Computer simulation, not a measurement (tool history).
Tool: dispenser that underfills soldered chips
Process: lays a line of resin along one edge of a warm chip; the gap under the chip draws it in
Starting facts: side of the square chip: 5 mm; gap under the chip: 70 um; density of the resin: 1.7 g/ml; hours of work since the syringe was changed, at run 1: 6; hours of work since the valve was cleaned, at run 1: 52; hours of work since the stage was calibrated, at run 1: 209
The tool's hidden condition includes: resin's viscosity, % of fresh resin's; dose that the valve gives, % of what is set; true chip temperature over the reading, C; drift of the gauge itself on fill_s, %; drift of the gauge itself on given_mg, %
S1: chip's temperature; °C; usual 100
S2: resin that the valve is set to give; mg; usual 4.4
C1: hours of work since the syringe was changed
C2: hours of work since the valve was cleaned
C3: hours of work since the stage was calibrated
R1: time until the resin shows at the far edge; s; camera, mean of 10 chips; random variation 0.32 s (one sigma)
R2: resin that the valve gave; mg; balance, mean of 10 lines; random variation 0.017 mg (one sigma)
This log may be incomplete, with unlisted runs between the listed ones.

Run 1, day 0: usual settings; C1 6; C2 52; C3 209. Result: R1 15.6 s, R2 4.24 mg.
At day 0.117: new syringe of resin.
At day 0.533: new syringe of resin.
Run 2, day 0.533: usual settings; C1 0; C2 61; C3 218. Result: R1 11.9 s, R2 4.21 mg.
Run 3, day 0.812: usual settings; C1 5; C2 66; C3 223. Result: R1 14.5 s, R2 4.2 mg.
At day 0.95: new syringe of resin.
At day 1.379: new syringe of resin.
Run 4, day 1.379: usual settings; C1 0; C2 75; C3 233. Result: R1 11.2 s, R2 4.17 mg.
At day 1.796: new syringe of resin.
Run 5, day 1.796: usual settings but S1 110 °C; C1 0; C2 83; C3 240. Result: R1 8 s, R2 4.18 mg.
Run 6, day 2.129: usual settings; C1 6; C2 88; C3 246. Result: R1 14.4 s, R2 4.15 mg.
At day 2.225: new syringe of resin.
At day 2.654: new syringe of resin.
Run 7, day 2.654: usual settings but S1 113 °C, S2 5.14 mg; C1 0; C2 97; C3 255. Result: R1 6.9 s, R2 4.81 mg.
Run 8, day 2.975: usual settings but S1 113 °C, S2 5.14 mg; C1 6; C2 103; C3 261. Result: R1 9.4 s, R2 4.79 mg.
At day 3.079: new syringe of resin.
At day 3.5: new syringe of resin.
Run 9, day 3.5: usual settings but S1 101 °C, S2 3.91 mg; C1 0; C2 112; C3 270. Result: R1 10.8 s, R2 3.62 mg.
At day 3.933: new syringe of resin.
Run 10, day 4.067: usual settings but S1 101 °C, S2 5.23 mg; C1 2; C2 122; C3 280. Result: R1 12.1 s, R2 4.8 mg.
At day 4.279: dispensing valve cleaned and set on the balance.
At day 4.408: new syringe of resin.
Run 11, day 4.517: usual settings but S1 101 °C, S2 5.23 mg; C1 2; C2 4; C3 287. Result: R1 11.5 s, R2 5.21 mg.

Alternative continuations, all from the tool just after run 11; predict every row:
At day 4.833: new syringe of resin.
Run A, day 4.833: usual settings but S1 93 °C, S2 5.05 mg; C1 0; C2 9; C3 292. Result: R1 ?, R2 ?.
At day 4.833: new syringe of resin.
Run B, day 4.833: usual settings but S1 85 °C, S2 4.3 mg; C1 0; C2 9; C3 292. Result: R1 ?, R2 ?.
At day 4.833: new syringe of resin.
Run C, day 4.833: usual settings but S1 114 °C, S2 5.23 mg; C1 0; C2 9; C3 292. Result: R1 ?, R2 ?.

run    R1    R2
  A  13.5     5
  B  18.9  4.27
  C   6.4  5.23
The same runs, with their run-to-run variation unchanged, on a tool lacking any hidden condition would have given:
run    R1    R2
  A  14.4  5.03
  B  20.2   4.3
  C   6.8  5.26

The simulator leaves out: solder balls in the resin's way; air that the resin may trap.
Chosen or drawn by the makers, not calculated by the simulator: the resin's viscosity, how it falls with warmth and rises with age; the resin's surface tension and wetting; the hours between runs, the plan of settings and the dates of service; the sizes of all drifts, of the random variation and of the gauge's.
